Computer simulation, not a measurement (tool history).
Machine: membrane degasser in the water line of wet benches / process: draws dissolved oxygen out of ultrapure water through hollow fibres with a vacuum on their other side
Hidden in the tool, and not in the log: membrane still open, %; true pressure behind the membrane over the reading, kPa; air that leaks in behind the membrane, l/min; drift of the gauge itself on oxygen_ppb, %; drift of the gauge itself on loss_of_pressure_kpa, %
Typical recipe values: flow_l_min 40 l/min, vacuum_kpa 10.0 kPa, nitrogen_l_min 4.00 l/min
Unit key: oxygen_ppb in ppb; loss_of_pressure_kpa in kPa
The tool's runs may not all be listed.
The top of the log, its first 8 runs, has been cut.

run,hour,flow_l_min,vacuum_kpa,nitrogen_l_min,hours since the membrane was changed,hours since the vacuum gauge was calibrated,hours since the vacuum lines were made tight,oxygen_ppb,loss_of_pressure_kpa
9,367.7,45,10.0,4.00,1009,3740,7673,278.6,29.04
10,405.4,45,10.0,4.00,1047,3778,7710,282.4,28.94
11,453.6,45,10.0,4.00,1095,3826,7758,279.1,29.04
12,497.6,45,10.0,4.00,1139,3870,7802,276.7,28.92
# hour 505.1: seals of the vacuum lines changed
# hour 550.1: vacuum gauge calibrated
13,550.4,40,10.0,4.00,1189,0,45,239.5,26.06
14,591.9,44,10.0,4.00,1231,42,86,271.1,28.37
15,641.0,40,16.9,4.00,1280,91,135,387.4,25.79
16,673.7,40,9.1,4.00,1313,124,168,215.4,25.96
17,723.1,53,6.9,8.53,1362,173,217,208.8,34.48
18,762.4,37,6.9,5.73,1401,212,257,124.0,24.15
19,796.6,42,17.9,4.43,1436,247,291,408.2,26.89
20,842.3,42,17.9,4.43,1481,292,337,401.7,27.15
21,869.9,37,24.2,4.43,1509,320,364,459.4,23.91
22,924.2,40,7.3,2.42,1563,374,419,233.1,25.96
23,963.1,63,15.9,10.85,1602,413,457,391.3,40.68
24,997.7,63,15.9,10.85,1637,448,492,386.5,40.74
25,1028.1,63,11.2,5.13,1667,478,522,437.6,40.96
26,1061.1,26,6.3,11.98,1700,511,555,41.3,16.90
27,1099.8,30,7.9,7.69,1739,550,594,82.5,19.55
28,1152.5,37,12.7,3.16,1792,602,647,313.1,23.80
29,1204.6,37,12.7,3.16,1844,654,699,320.5,23.67
30,1260.4,40,17.2,11.44,1899,710,755,197.5,25.96
31,1320.5,40,17.2,3.70,1960,770,815,415.8,25.79

What if the next run were any one of these 5? Each begins from the tool's condition after run 31:
A,1369.9,40,17.2,1.77,2009,820,864,?,?
B,1369.9,29,17.2,5.17,2009,820,864,?,?
C,1369.9,46,17.2,3.70,2009,820,864,?,?
D,1369.9,60,14.2,3.28,2009,820,864,?,?
E,1369.9,40,13.9,1.76,2009,820,864,?,?

run,oxygen_ppb,loss_of_pressure_kpa
A,718.4,25.82
B,219.0,18.56
C,484.5,29.69
D,624.6,38.93
E,573.4,25.74
What these runs would have given with no unlogged condition in the tool:
run,oxygen_ppb,loss_of_pressure_kpa
A,718.3,25.82
B,218.9,18.55
C,484.4,29.68
D,624.4,38.93
E,573.3,25.73
